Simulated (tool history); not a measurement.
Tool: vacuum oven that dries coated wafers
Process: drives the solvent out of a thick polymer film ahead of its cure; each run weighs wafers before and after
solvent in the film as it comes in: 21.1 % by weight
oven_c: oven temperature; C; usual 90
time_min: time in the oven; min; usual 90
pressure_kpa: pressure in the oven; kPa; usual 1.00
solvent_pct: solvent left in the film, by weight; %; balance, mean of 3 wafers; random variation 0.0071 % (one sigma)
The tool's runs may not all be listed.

run   hour  oven_c  time_min  pressure_kpa  solvent_pct
  1    0.0      90        90          1.00        0.928
  2   62.4      90        55          1.00        2.440
  3  136.1      90        55          1.00        2.424
  4  173.1      90       126          1.00        0.515
  5  211.9      90       126          1.00        0.502
  6  291.5      90       120          1.00        0.456
  7  330.3      90        90          0.63        0.705
  8  416.8      80        51          0.76        5.197
  9  476.4     104        54          2.51        0.803
 10  553.0      82       134          1.81        1.158
 11  618.2      78        71          1.98        4.266
 12  666.9      78        71          1.98        4.252
 13  718.6      92        90          1.13        0.666

Taken out of this log: 1 entry between the listed runs. Where each belongs, and how the hidden state differs across it:
Between runs 5 and 6: vacuum gauge cleaned of residue and calibrated (hour 264.6)
  true wafer temperature over the reading, C: 0.97 -> 1.04; true pressure over the reading, kPa: 0.327 -> 0.004
  measured less the result without the state, solvent_pct: +0.052 -> -0.050 %
